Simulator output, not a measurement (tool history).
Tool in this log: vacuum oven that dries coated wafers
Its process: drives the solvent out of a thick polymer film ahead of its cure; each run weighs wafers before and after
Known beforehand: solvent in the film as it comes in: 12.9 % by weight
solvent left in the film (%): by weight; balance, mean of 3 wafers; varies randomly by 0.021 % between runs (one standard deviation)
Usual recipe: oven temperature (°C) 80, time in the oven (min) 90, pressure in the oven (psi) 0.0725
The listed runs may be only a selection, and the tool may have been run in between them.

run	hour	oven temperature (°C)	time in the oven (min)	pressure in the oven (psi)	solvent left in the film (%)
1	0.0	80	90	0.0725	0.75
# hour 47.4: oven's thermocouples calibrated
2	47.9	80	90	0.0725	0.73
3	143.1	80	90	0.0725	0.73
4	221.0	80	90	0.0725	0.75
5	261.6	80	90	0.0725	0.72
6	327.8	80	52	0.0725	1.82
7	411.5	80	52	0.0725	1.87
8	509.0	80	52	0.0725	1.90
9	595.6	80	52	0.0725	1.87
10	668.0	80	72	0.0725	1.15
11	746.7	80	72	0.0725	1.13
12	787.9	80	72	0.0725	1.16
# hour 797.5: vacuum gauge cleaned of residue and calibrated
13	861.3	80	72	0.0725	1.27
14	929.7	80	90	0.0838	0.96
15	975.1	80	90	0.0838	0.96
# hour 985.7: vacuum gauge cleaned of residue and calibrated, once more
16	1059.0	80	90	0.0838	0.61
17	1106.0	80	90	0.0838	0.60
18	1202.7	80	90	0.0838	0.63
19	1256.5	80	90	0.0838	0.64
20	1345.0	80	48	0.0725	2.07
21	1385.3	80	124	0.0470	0.27
22	1430.9	80	124	0.0470	0.30
23	1514.2	80	124	0.0470	0.31
# hour 1580.4: oven's thermocouples calibrated
24	1594.0	80	124	0.0470	0.23
25	1666.8	82	86	0.0706	0.56
26	1745.9	82	86	0.0706	0.51
27	1829.3	92	86	0.0706	0.21
28	1915.3	80	121	0.0725	0.35
29	1956.5	69	121	0.0437	1.07
30	2029.6	69	112	0.0937	1.46
31	2118.3	74	90	0.0783	1.25
32	2180.1	90	90	0.0783	0.25
33	2251.6	67	69	0.1211	3.45
34	2349.8	81	153	0.0725	0.36
35	2432.5	81	153	0.0725	0.33
36	2493.2	81	153	0.0725	0.34
37	2589.6	81	153	0.0725	0.37
38	2670.2	81	153	0.0725	0.37

Here are 5 independent what-if runs from the current tool condition. What would each one return?
A	2720.6	73	101	0.2096	?
B	2720.6	78	45	0.0574	?
C	2720.6	80	78	0.0725	?
D	2720.6	67	90	0.0870	?
E	2720.6	80	90	0.0848	?

run	solvent left in the film (%)
A	1.72
B	2.73
C	0.98
D	2.52
E	0.80
With the hidden condition removed and each run's random variation left untouched, the same runs would have given:
run	solvent left in the film (%)
A	1.35
B	2.37
C	0.71
D	2.06
E	0.55
